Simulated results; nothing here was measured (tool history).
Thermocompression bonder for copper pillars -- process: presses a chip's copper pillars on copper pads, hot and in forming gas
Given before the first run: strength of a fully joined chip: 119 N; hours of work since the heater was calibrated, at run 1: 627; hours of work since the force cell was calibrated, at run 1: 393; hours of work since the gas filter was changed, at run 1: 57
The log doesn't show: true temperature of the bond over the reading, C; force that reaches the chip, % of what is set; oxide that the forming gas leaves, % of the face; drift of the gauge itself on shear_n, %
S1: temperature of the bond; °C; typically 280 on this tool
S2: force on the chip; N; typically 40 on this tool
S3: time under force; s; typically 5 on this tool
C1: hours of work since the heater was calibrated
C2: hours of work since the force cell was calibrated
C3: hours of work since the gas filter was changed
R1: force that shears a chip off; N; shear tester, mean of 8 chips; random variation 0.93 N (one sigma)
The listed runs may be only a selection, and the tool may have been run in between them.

Run 1, hour 0: usual settings; C1 627; C2 393; C3 57. Result: R1 74.7 N.
Run 2, hour 11.8: usual settings; C1 634; C2 400; C3 64. Result: R1 75.5 N.
Run 3, hour 26.6: usual settings but S1 285 °C; C1 644; C2 410; C3 74. Result: R1 77.8 N.
Run 4, hour 34.9: usual settings but S1 285 °C; C1 649; C2 415; C3 79. Result: R1 79.8 N.
Run 5, hour 42.4: usual settings; C1 654; C2 419; C3 84. Result: R1 75.1 N.
Run 6, hour 60.3: usual settings; C1 665; C2 431; C3 95. Result: R1 74.5 N.
Run 7, hour 71: usual settings but S3 4 s; C1 671; C2 437; C3 101. Result: R1 69.2 N.
At hour 73.9: heater calibrated with a thermocouple chip.
Run 8, hour 85.7: usual settings but S1 251 °C; C1 7; C2 445; C3 109. Result: R1 55.1 N.
Run 9, hour 95: usual settings but S1 251 °C; C1 13; C2 451; C3 115. Result: R1 55 N.
Run 10, hour 110.1: usual settings but S1 261 °C, S2 44 N, S3 10 s; C1 23; C2 460; C3 125. Result: R1 78.5 N.
Run 11, hour 128.5: usual settings but S3 13 s; C1 34; C2 472; C3 136. Result: R1 91.4 N.
At hour 133.5: heater calibrated with a thermocouple chip, once more.
Run 12, hour 141.1: usual settings but S3 10 s; C1 5; C2 478; C3 143. Result: R1 92.7 N.
Run 13, hour 154.2: usual settings but S3 10 s; C1 13; C2 487; C3 151. Result: R1 94 N.
Run 14, hour 171.6: usual settings but S1 279 °C, S2 54 N, S3 8 s; C1 24; C2 497; C3 162. Result: R1 100.2 N.
Run 15, hour 183.3: usual settings but S2 43 N, S3 4 s; C1 31; C2 505; C3 169. Result: R1 77 N.
Run 16, hour 200.1: usual settings but S2 43 N, S3 4 s; C1 41; C2 515; C3 179. Result: R1 77 N.
Run 17, hour 208.4: usual settings but S1 292 °C, S2 42 N, S3 4 s; C1 47; C2 520; C3 184. Result: R1 84.2 N.
Run 18, hour 217.6: usual settings but S1 292 °C, S2 42 N, S3 4 s; C1 52; C2 526; C3 190. Result: R1 80.9 N.

Forecast each of these 3 alternatives for the next run:
Run A, hour 232.2: usual settings but S3 12 s; C1 61; C2 535; C3 199. Result: R1 ?.
Run B, hour 232.2: usual settings but S2 50 N; C1 61; C2 535; C3 199. Result: R1 ?.
Run C, hour 232.2: usual settings but S1 292 °C, S3 6 s; C1 61; C2 535; C3 199. Result: R1 ?.

run    R1
  A  96.2
  B  86.9
  C  87.2
Without the tool's hidden state the same runs would have given:
run    R1
  A  98.2
  B  88.5
  C  88.8

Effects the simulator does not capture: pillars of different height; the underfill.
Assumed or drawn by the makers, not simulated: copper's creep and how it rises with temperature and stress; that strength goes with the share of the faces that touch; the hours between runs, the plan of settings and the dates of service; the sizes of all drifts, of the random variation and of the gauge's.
